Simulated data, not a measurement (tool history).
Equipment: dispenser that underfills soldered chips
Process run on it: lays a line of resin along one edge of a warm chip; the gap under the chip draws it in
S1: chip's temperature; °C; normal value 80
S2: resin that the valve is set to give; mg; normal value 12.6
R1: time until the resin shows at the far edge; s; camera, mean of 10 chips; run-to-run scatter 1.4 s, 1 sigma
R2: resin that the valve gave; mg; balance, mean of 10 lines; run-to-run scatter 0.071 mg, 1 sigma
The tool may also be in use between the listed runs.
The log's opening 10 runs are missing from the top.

-- hour=96.8 new syringe of resin
run 11 hour=96.8 | S1=83 S2=12.6 | R1=117.1 R2=12.77
-- hour=107.2 new syringe of resin
run 12 hour=108.0 | S1=80 S2=14.5 | R1=133.2 R2=14.46
-- hour=117.1 new syringe of resin
run 13 hour=117.1 | S1=80 S2=14.5 | R1=130.6 R2=14.40
run 14 hour=125.8 | S1=80 S2=14.5 | R1=160.8 R2=14.32
-- hour=127.2 new syringe of resin
-- hour=137.1 new syringe of resin
run 15 hour=137.1 | S1=80 S2=12.6 | R1=129.6 R2=12.28
-- hour=147.8 new syringe of resin
run 16 hour=147.8 | S1=80 S2=12.6 | R1=128.3 R2=12.18
run 17 hour=153.4 | S1=80 S2=12.6 | R1=147.4 R2=12.27
-- hour=157.9 new syringe of resin
run 18 hour=165.9 | S1=73 S2=12.6 | R1=212.5 R2=12.11
-- hour=168.6 new syringe of resin
run 19 hour=175.0 | S1=73 S2=12.6 | R1=203.6 R2=12.13
-- hour=178.8 new syringe of resin
run 20 hour=184.9 | S1=80 S2=16.4 | R1=145.5 R2=15.83
-- hour=188.9 new syringe of resin
-- hour=191.0 dispensing valve cleaned and set on the balance
run 21 hour=195.5 | S1=80 S2=16.4 | R1=144.9 R2=16.27
-- hour=200.3 new syringe of resin
run 22 hour=201.3 | S1=83 S2=13.3 | R1=117.1 R2=13.22
-- hour=210.8 new syringe of resin
run 23 hour=212.2 | S1=83 S2=13.3 | R1=116.6 R2=13.12
-- hour=220.9 new syringe of resin
run 24 hour=220.9 | S1=80 S2=14.9 | R1=124.2 R2=14.62
run 25 hour=227.9 | S1=89 S2=14.9 | R1=104.8 R2=14.70
-- hour=230.7 new syringe of resin
run 26 hour=238.3 | S1=75 S2=12.1 | R1=194.9 R2=11.88
-- hour=241.0 new syringe of resin
run 27 hour=249.6 | S1=82 S2=11.1 | R1=154.4 R2=10.86
-- hour=250.9 new syringe of resin
run 28 hour=257.8 | S1=70 S2=13.7 | R1=231.2 R2=13.26
-- hour=261.2 new syringe of resin
run 29 hour=267.6 | S1=69 S2=13.1 | R1=234.8 R2=12.73
-- hour=271.1 new syringe of resin
run 30 hour=280.0 | S1=91 S2=13.4 | R1=99.5 R2=13.01
-- hour=281.2 new syringe of resin
-- hour=291.9 new syringe of resin
run 31 hour=292.7 | S1=78 S2=16.0 | R1=137.6 R2=15.49
-- hour=294.3 dispensing valve cleaned and set on the balance
run 32 hour=299.1 | S1=78 S2=16.0 | R1=158.5 R2=15.86
-- hour=303.3 new syringe of resin
run 33 hour=304.9 | S1=77 S2=11.0 | R1=157.6 R2=10.93
run 34 hour=311.0 | S1=67 S2=12.0 | R1=271.5 R2=11.94

Each row is a separate what-if for the run after 34, all from the same tool condition, not one after another. Results?
-- hour=313.5 new syringe of resin
run A hour=316.8 | S1=70 S2=12.4 | R1=? R2=?
-- hour=313.5 new syringe of resin
run B hour=316.8 | S1=82 S2=16.3 | R1=? R2=?
-- hour=313.5 new syringe of resin
run C hour=316.8 | S1=71 S2=13.8 | R1=? R2=?
-- hour=313.5 new syringe of resin
run D hour=316.8 | S1=89 S2=12.0 | R1=? R2=?

run=A R1=213.2 R2=12.29
run=B R1=122.9 R2=16.22
run=C R1=198.8 R2=13.70
run=D R1=99.1 R2=11.92
Without the tool's unlogged condition, the same runs would have read:
run=A R1=207.8 R2=12.41
run=B R1=119.5 R2=16.38
run=C R1=193.9 R2=13.84
run=D R1=95.9 R2=12.03
